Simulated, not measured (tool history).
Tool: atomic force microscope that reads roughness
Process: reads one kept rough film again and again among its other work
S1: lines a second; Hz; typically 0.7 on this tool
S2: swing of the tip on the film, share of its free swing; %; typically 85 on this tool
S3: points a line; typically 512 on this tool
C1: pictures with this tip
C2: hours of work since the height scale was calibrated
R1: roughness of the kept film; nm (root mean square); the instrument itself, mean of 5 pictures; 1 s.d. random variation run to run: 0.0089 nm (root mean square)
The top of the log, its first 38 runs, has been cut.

run,hour,S1,S2,S3,C1,C2,R1
39,259.5,0.612,78,509,48,54,1.934
40,264.5,0.7,57,738,59,57,1.945
41,270.2,0.7,57,738,71,61,1.926
42,275.2,3.066,57,313,82,64,1.86
# hour 278.1: new tip fitted
43,283.6,3.066,57,313,11,69,1.96
44,290.4,3.066,57,313,26,74,1.937
45,295.6,1.95,57,504,38,77,1.955
46,302.2,1.25,76,641,52,81,1.913
47,307.1,1.126,70,512,63,84,1.914
48,315,1.126,70,992,80,90,1.882
# hour 319.3: new tip fitted
49,321.3,1.992,85,261,4,93,1.843
50,326.5,1.992,85,261,16,97,1.829
51,333.2,0.678,83,385,30,101,1.933
52,337.2,0.806,67,352,39,104,1.94
53,342,0.806,67,352,49,107,1.939

Forecast each of these 4 alternatives for the next run:
A,350.7,0.7,78,512,68,113,?
B,350.7,0.655,75,304,68,113,?
C,350.7,0.797,66,625,68,113,?
D,350.7,0.778,85,711,68,113,?

run,R1
A,1.902
B,1.897
C,1.918
D,1.862
With the hidden condition removed and each run's random variation left untouched, the same runs would have given:
run,R1
A,1.995
B,1.99
C,2.011
D,1.953
